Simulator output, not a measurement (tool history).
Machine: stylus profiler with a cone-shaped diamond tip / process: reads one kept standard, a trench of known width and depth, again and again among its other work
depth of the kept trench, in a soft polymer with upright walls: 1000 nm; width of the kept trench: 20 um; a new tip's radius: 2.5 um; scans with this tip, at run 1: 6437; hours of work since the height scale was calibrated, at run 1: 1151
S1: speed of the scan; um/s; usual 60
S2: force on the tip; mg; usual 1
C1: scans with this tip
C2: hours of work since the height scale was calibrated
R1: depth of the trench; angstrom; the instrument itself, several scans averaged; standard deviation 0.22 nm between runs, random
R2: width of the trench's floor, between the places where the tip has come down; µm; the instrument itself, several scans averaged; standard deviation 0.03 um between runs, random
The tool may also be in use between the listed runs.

run      day   S1    S2     C1    C2       R1     R2
  1        0   60     1   6437  1151  10076.4  15.78
  2    5.629   60     1   6891  1232    10076  15.72
  3    9.721   60     1   7220  1291  10074.4  15.72
  4   14.162   60     1   7579  1355  10071.1   15.7
  5   19.229   60     1   7987  1428  10072.1  15.73
  6   24.083   60     1   8379  1498  10074.2  15.76
  7   28.875   60     1   8765  1567  10073.9  15.76
  8   34.271   74     1   9200  1645  10074.5  15.65
  9   36.829   74     1   9407  1682  10077.1  15.66
 10    39.35   74     1   9610  1718  10078.3  15.67
 11   44.554   60   2.8  10030  1794  10146.2   15.8
 12   50.017   60   2.8  10470  1872  10146.8  15.88
 13   52.646   60  0.44  10682  1910  10042.3  15.54
 14   55.404   60  0.44  10905  1950  10042.2  15.59
 15   60.475   60  0.44  11314  2023    10045  15.59
 16   65.971   60  0.81  11757  2102    10066  15.69
 17   69.825   60  0.81  12068  2158  10061.4  15.67
 18   74.504   60  0.81  12445  2225    10063  15.76
      75.262  -- height scale calibrated on a step standard
 19   79.542   60  0.81  12850    62  10061.5  15.67
 20   83.958   60  0.81  13206   125  10063.8  15.73
 21   88.212   60  0.81  13549   187  10061.8  15.72
 22   91.117   60  0.81  13783   229  10065.9   15.7
 23   95.088   60  2.49  14103   286  10137.8  15.79
 24  100.725   15  1.74  14558   367  10106.6  15.93
 25  105.442  120  1.44  14938   435  10096.6  15.57
 26  108.054   60  0.44  15149   473  10041.6  15.54
 27  111.554   15  0.73  15431   523  10058.9  15.86
 28   114.85   15  2.38  15697   571  10128.1  15.91
 29    119.9  208   1.7  16104   644  10103.5  15.29
 30    122.9  208   1.7  16346   687  10104.3  15.34
 31  127.775  240  2.66  16739   757  10143.2  15.36
 32  130.612  240  2.66  16968   798  10142.1  15.34
 33  136.112  195  1.26  17412   877  10086.2  15.29
 34  141.729   78   0.8  17865   958  10062.7  15.61
 35  144.108   44  2.16  18057   993  10122.5  15.87
 36  146.979   44  2.16  18288  1034  10126.2  15.85
 37  152.079   15  0.54  18699  1108  10051.3  15.89
 38  156.017   18  1.06  19017  1164  10080.1  15.89
 39   161.15   38  0.68  19431  1239    10057  15.78
 40  163.929   38  0.68  19655  1279  10058.9   15.8
 41  167.004  159  0.68  19903  1323  10054.8  15.12
 42  171.904   22  1.17  20298  1394  10079.4  15.92
 43  175.688   22  1.35  20603  1448  10087.4  15.89

What differs in the tool's unlogged condition from the final listed run ahead of each entry between runs to the first listed run following it?
Between runs 18 and 19: height scale calibrated on a step standard (day 75.262)
  height scale over the true one, %: 0.006 -> 0
